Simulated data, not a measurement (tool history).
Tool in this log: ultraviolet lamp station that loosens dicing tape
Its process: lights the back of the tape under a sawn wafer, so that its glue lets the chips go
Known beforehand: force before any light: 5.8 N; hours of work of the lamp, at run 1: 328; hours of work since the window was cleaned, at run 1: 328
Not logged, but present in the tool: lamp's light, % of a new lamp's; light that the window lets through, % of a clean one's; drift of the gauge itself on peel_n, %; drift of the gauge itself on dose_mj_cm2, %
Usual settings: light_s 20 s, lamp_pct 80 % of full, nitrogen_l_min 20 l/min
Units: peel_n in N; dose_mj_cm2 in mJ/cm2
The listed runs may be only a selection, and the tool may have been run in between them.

run   hour  light_s  lamp_pct  nitrogen_l_min  hours of work of the lamp  hours of work since the window was cleaned  peel_n  dose_mj_cm2
  1      0       20        80              20                        328                                         328   0.208          426
  2    9.3       18        80              20                        334                                         334   0.264          382
  3   22.9       23        80              20                        343                                         343   0.145          488
  4   32.8       23        93              20                        350                                         350   0.117          565
  5   47.1       23        93              20                        360                                         360   0.117          566
  6   62.1       23        93              20                        370                                         370   0.117          566
  7   68.6       21        87              20                        375                                         375   0.159          488
  8   83.3       20        93              20                        385                                         385   0.157          494
  9   90.6       20        93              20                        390                                         390   0.151          495
 10  103.1       11        80               7                        398                                         398   1.317          233
 11  117.3       20        99              18                        408                                         408   0.146          523
 12  130.8       10        60               9                        417                                         417   1.946          160

Each row is a separate what-if for the run after 12, all from the same tool condition, not one after another. Results?
  A  138.6       27        71               7                        423                                         423       ?            ?
  B  138.6       20        94              20                        423                                         423       ?            ?
  C  138.6       17        62               6                        423                                         423       ?            ?

run  peel_n  dose_mj_cm2
  A   0.294          508
  B   0.148          492
  C   1.091          280
The same runs, with their run-to-run variation unchanged, on a tool lacking any hidden condition would have given:
run  peel_n  dose_mj_cm2
  A   0.292          509
  B   0.148          493
  C   1.088          280
